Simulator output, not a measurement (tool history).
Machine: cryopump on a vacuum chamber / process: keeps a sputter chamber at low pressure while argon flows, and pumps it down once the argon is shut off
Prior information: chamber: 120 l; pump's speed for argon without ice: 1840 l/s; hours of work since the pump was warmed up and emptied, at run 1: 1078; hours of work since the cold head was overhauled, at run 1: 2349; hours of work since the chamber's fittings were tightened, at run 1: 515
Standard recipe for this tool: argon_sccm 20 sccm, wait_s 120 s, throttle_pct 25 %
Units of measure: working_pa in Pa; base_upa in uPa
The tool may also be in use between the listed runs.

run	day	argon_sccm	wait_s	throttle_pct	hours of work since the pump was warmed up and emptied	hours of work since the cold head was overhauled	hours of work since the chamber's fittings were tightened	working_pa	base_upa
1	0	20	120	25	1078	2349	515	0.0792	1.21
2	3.129	20	120	25	1142	2414	579	0.0794	1.26
# day 4.679: pump warmed up, emptied and cooled again
3	4.792	20	120	25	2	2444	609	0.0748	1.11
4	7.308	20	120	25	54	2496	662	0.074	1.18
5	9.104	20	120	25	92	2533	699	0.0741	1.2
6	11.358	20	120	25	138	2580	745	0.0749	1.24
7	14.3	23	120	25	199	2641	806	0.0859	1.32
8	16.029	20	120	15	235	2676	842	0.1234	1.33
9	17.454	10	120	25	264	2706	871	0.0379	1.41
10	19.379	10	120	25	304	2746	911	0.038	1.43
11	21.292	10	120	25	343	2785	950	0.0377	1.44
12	23.479	10	120	25	389	2831	996	0.0382	1.54
# day 24.571: leaking fittings of the chamber tightened, without venting
13	25.338	10	120	25	425	2867	16	0.0373	0.65
14	27.779	10	120	25	476	2918	66	0.0386	0.67
15	30.092	10	120	25	524	2965	114	0.0384	0.72
16	32.708	10	120	25	578	3020	168	0.0377	0.8
17	35.138	10	120	25	628	3070	218	0.0389	0.85
18	37.888	10	120	25	685	3127	275	0.0381	0.87
19	39.442	36	74	25	717	3159	307	0.1387	1.24
20	41.038	36	74	25	750	3192	340	0.1392	1.23
21	42.5	36	74	25	780	3222	371	0.1381	1.26
22	44.2	19	65	32	815	3257	406	0.0583	1.37
23	45.467	19	44	54	841	3283	432	0.0364	1.8
24	47.879	19	44	54	891	3333	482	0.037	1.86
25	50.329	19	110	54	942	3384	532	0.0368	1.23
26	53.392	20	39	25	1005	3447	596	0.0783	2.15
27	54.925	27	49	17	1037	3479	627	0.1518	1.93
28	57.704	20	28	17	1094	3536	685	0.113	2.76
29	59.608	20	70	51	1134	3576	724	0.0417	1.66
30	60.954	27	251	51	1162	3603	752	0.0559	1.27
# day 61.525: pump warmed up, emptied and cooled again
31	62.846	32	23	25	27	3638	787	0.118	3.07
32	65.2	31	22	18	76	3687	836	0.159	3.2
33	67.529	31	22	18	124	3735	884	0.1604	3.28

Predict each of these 3 candidate next runs independently; none follows another, all start after run 33:
A	69.225	20	261	25	159	3770	919	?	?
B	69.225	11	219	18	159	3770	919	?	?
C	69.225	9	29	18	159	3770	919	?	?

run	working_pa	base_upa
A	0.0747	1.13
B	0.0566	1.18
C	0.0463	2.8
Without the tool's unlogged condition, the same runs would have read:
run	working_pa	base_upa
A	0.0737	0.35
B	0.0561	0.38
C	0.0459	1.99
